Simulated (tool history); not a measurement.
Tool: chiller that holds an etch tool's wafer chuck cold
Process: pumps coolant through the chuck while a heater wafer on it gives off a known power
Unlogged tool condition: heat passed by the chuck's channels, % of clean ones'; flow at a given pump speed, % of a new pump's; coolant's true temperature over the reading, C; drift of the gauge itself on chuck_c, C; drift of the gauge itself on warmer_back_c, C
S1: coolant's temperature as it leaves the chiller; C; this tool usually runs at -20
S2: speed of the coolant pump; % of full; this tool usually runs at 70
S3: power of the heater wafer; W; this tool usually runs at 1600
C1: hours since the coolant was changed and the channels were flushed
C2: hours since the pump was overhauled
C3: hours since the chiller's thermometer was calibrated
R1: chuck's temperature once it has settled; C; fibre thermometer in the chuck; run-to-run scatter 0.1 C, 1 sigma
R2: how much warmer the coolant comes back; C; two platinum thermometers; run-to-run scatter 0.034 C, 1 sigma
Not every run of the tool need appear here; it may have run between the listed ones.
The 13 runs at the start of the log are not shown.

run    hour   S1   S2    S3    C1    C2    C3     R1    R2
 14  1316.0  -13   70  1600  4904  5259  2348    2.4  5.73
 15  1437.2  -13  100  1600  5025  5380  2469   -0.9  4.03
 16  1517.7  -20   70  1600  5105  5460  2550   -4.4  5.70
 17  1624.6  -16   70  2299  5212  5567  2657    6.2  8.20
 18  1739.8  -29   64  2299  5327  5682  2772   -4.9  9.03
 19  1842.2  -27   88   921  5430  5785  2875  -19.2  2.70
 20  1900.9  -27   88   921  5489  5844  2933  -19.1  2.64
 21  1958.5  -22   97  1684  5546  5901  2991   -9.0  4.46
 22  2024.8  -22   97  1684  5612  5968  3057   -8.9  4.35
 23  2113.9  -29   79  1920  5702  6057  3146  -11.7  6.20
 24  2199.7  -20   72  1925  5787  6142  3232   -1.1  6.74
 25  2257.3  -15   94  1885  5845  6200  3290    0.2  5.15
 26  2386.7  -11   70  1600  5974  6329  3419    5.0  5.84
 27  2448.2  -11   70  1466  6036  6391  3481    3.9  5.32
     2495.0  -- chiller's thermometer calibrated
 28  2525.9  -11   66  2398  6113  6468    31   13.7  9.26
 29  2608.5  -11   73  2034  6195  6550   114    8.1  7.16
 30  2696.5  -11   73  2034  6283  6638   202    8.4  7.19
 31  2751.3  -11   73  2034  6338  6693   256    8.6  7.19

Consider 3 possible next runs. They are alternatives, not a sequence: every one starts from the tool as it was left by run 31. What does each give?
  A  2840.5  -24  65  1600  6427  6782  346   ?   ?
  B  2840.5  -24  93  1381  6427  6782  346   ?   ?
  C  2840.5  -17  66   875  6427  6782  346   ?   ?

run     R1    R2
  A   -7.0  6.31
  B  -12.9  3.86
  C   -7.9  3.38
Without the tool's unlogged condition, the same runs would have read:
run     R1    R2
  A   -9.8  5.47
  B  -14.7  3.35
  C   -9.4  2.94
